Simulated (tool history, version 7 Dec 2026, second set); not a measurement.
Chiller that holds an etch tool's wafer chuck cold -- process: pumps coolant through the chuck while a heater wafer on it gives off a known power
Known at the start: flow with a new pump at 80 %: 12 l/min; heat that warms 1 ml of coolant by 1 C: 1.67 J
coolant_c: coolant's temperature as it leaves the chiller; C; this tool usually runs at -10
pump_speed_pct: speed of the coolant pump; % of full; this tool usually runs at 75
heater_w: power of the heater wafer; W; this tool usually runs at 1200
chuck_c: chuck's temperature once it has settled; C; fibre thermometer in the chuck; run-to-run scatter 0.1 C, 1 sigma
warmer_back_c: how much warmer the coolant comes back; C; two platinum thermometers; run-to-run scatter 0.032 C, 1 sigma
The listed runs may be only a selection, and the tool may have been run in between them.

| run | hour | coolant_c | pump_speed_pct | heater_w | chuck_c | warmer_back_c |
|---|---|---|---|---|---|---|
| 1 | 0.0 | -10 | 75 | 1200 | -1.5 | 3.85 |
| 2 | 54.8 | -10 | 75 | 1200 | -1.3 | 3.84 |
| 3 | 98.9 | -10 | 75 | 1200 | -1.5 | 3.89 |
| 4 | 138.8 | -10 | 75 | 1200 | -1.7 | 3.81 |
| 5 | 190.8 | -1 | 75 | 1200 | 7.5 | 3.93 |
| 6 | 266.3 | -10 | 75 | 1200 | -1.5 | 3.85 |
| 7 | 344.8 | -8 | 75 | 1200 | 0.6 | 3.88 |
| 8 | 399.0 | -8 | 75 | 1200 | 0.6 | 3.82 |
| 9 | 449.2 | -8 | 75 | 1200 | 0.6 | 3.91 |
| 10 | 533.6 | -8 | 75 | 1200 | 0.6 | 3.83 |
| 11 | 611.7 | -8 | 75 | 1200 | 0.6 | 3.88 |
| 12 | 650.1 | -10 | 75 | 736 | -4.7 | 2.38 |
| 13 | 695.1 | -10 | 75 | 1397 | -0.1 | 4.47 |
| 14 | 733.0 | -10 | 75 | 1200 | -1.4 | 3.92 |
| 15 | 781.4 | -10 | 75 | 1200 | -1.4 | 3.92 |
| 16 | 838.2 | -10 | 75 | 1200 | -1.4 | 3.83 |
| 17 | 901.4 | -3 | 70 | 684 | 2.4 | 2.46 |
| 18 | 955.8 | -2 | 65 | 1778 | 12.2 | 6.73 |
| 19 | 1015.1 | -15 | 99 | 1200 | -8.1 | 2.85 |
| 20 | 1050.4 | -13 | 70 | 924 | -5.9 | 3.26 |
| 21 | 1102.3 | -13 | 70 | 1498 | -1.7 | 5.15 |
| 22 | 1153.7 | -13 | 84 | 783 | -8.1 | 2.21 |
| 23 | 1192.3 | -19 | 93 | 1421 | -10.4 | 3.62 |
| 24 | 1275.3 | -19 | 93 | 1421 | -10.4 | 3.59 |
| 25 | 1358.4 | -10 | 75 | 1732 | 2.4 | 5.55 |
| 26 | 1404.6 | -10 | 75 | 1428 | 0.1 | 4.57 |
| 27 | 1452.6 | -9 | 75 | 1770 | 3.7 | 5.73 |
| 28 | 1526.3 | -9 | 68 | 645 | -4.2 | 2.30 |
| 29 | 1606.1 | -7 | 68 | 1031 | 0.9 | 3.70 |
| 30 | 1674.1 | -4 | 63 | 615 | 0.9 | 2.41 |
|  | 1711.4 | coolant changed, channels flushed |
| 31 | 1747.6 | -4 | 63 | 615 | 1.0 | 2.39 |
| 32 | 1823.8 | -8 | 75 | 1343 | 1.7 | 4.33 |

Alternative continuations, all from the tool just after run 32; predict every row:
| A | 1907.1 | -8 | 75 | 1258 | ? | ? |
| B | 1907.1 | -14 | 74 | 1688 | ? | ? |
| C | 1907.1 | -16 | 75 | 1200 | ? | ? |

| run | chuck_c | warmer_back_c |
|---|---|---|
| A | 1.0 | 4.12 |
| B | -1.7 | 5.53 |
| C | -7.6 | 3.89 |
The same runs, with their run-to-run variation unchanged, on a tool lacking any hidden condition would have given:
| run | chuck_c | warmer_back_c |
|---|---|---|
| A | 1.0 | 4.12 |
| B | -1.8 | 5.52 |
| C | -7.6 | 3.88 |

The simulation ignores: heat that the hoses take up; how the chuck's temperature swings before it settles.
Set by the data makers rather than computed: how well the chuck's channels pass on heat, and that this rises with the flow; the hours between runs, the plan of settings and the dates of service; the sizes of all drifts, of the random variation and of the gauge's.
